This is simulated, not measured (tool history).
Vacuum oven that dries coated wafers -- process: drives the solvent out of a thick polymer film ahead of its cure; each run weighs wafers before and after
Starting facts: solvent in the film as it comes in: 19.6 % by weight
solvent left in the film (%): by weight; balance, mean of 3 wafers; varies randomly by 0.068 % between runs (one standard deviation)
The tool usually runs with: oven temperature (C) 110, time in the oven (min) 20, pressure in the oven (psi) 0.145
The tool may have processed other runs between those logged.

run,hour,oven temperature (C),time in the oven (min),pressure in the oven (psi),solvent left in the film (%)
1,0.0,110,20,0.145,5.09
2,36.8,110,31,0.145,2.77
3,72.5,119,20,0.145,2.11
4,120.6,119,20,0.145,2.11
5,186.9,110,20,0.231,5.34
6,223.9,110,23,0.145,4.41
7,267.3,110,23,0.145,4.34
8,306.9,114,23,0.145,3.06
9,344.0,114,23,0.145,3.05
10,397.5,97,16,0.305,11.58
11,429.7,97,16,0.305,11.61
12,489.7,112,17,0.202,5.54
13,560.0,116,20,0.145,3.07
14,625.6,96,35,0.347,8.58
15,655.4,109,19,0.145,6.09
16,686.2,120,20,0.145,2.00
17,754.9,120,20,0.145,2.04
18,811.1,120,20,0.145,2.12

3 options for the next run, each taken on its own from the tool as it stands now. Forecast them:
A,846.9,120,11,0.131,?
B,846.9,119,12,0.328,?
C,846.9,106,13,0.151,?

run,solvent left in the film (%)
A,4.86
B,5.20
C,9.31
Without the tool's unlogged condition, the same runs would have read:
run,solvent left in the film (%)
A,4.10
B,4.43
C,8.53
